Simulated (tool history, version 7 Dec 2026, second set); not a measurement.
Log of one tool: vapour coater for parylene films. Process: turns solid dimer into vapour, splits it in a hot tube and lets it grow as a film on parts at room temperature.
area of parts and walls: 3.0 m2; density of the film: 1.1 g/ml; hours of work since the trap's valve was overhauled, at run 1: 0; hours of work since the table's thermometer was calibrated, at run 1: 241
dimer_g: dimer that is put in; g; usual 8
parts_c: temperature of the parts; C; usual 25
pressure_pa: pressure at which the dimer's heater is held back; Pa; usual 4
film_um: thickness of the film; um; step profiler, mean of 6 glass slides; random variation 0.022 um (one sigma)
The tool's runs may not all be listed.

run,day,dimer_g,parts_c,pressure_pa,hours of work since the trap's valve was overhauled,hours of work since the table's thermometer was calibrated,film_um
1,0,8,25,4,0,241,1.22
2,0.683,8,25,4,7,247,1.21
3,1.362,8,25,4,13,254,1.24
4,2.238,8,25,4,22,263,1.21
5,3.746,8,25,4,37,278,1.24
6,4.521,8,25,4,44,285,1.2
7,5.4,8,25,4,53,294,1.22
8,6.446,8,24,4.86,63,304,1.26
9,7.596,5,29,4.41,75,315,0.59
10,8.946,5,21,8.1,88,329,0.85
11,10.525,3,29,4,104,344,0.41
12,12.017,3,29,4,118,359,0.36
13,13.279,3,29,4,131,371,0.4

Hidden state or all else? Some run-to-run changes of film_um, split into what the settings, what came in and random variation would give without the hidden state, and what is left for the hidden state (with any gauge scatter that isn't in both results):
The hidden state here: vapour lost through the trap's worn valve, %; true temperature of the parts over the reading, C; drift of the gauge itself on film_um, %.
Run 8 -> 9: dimer_g 8 -> 5, parts_c 24 -> 29, pressure_pa 4.86 -> 4.41. film_um -0.67 um: hidden state +0.02, all else -0.69.
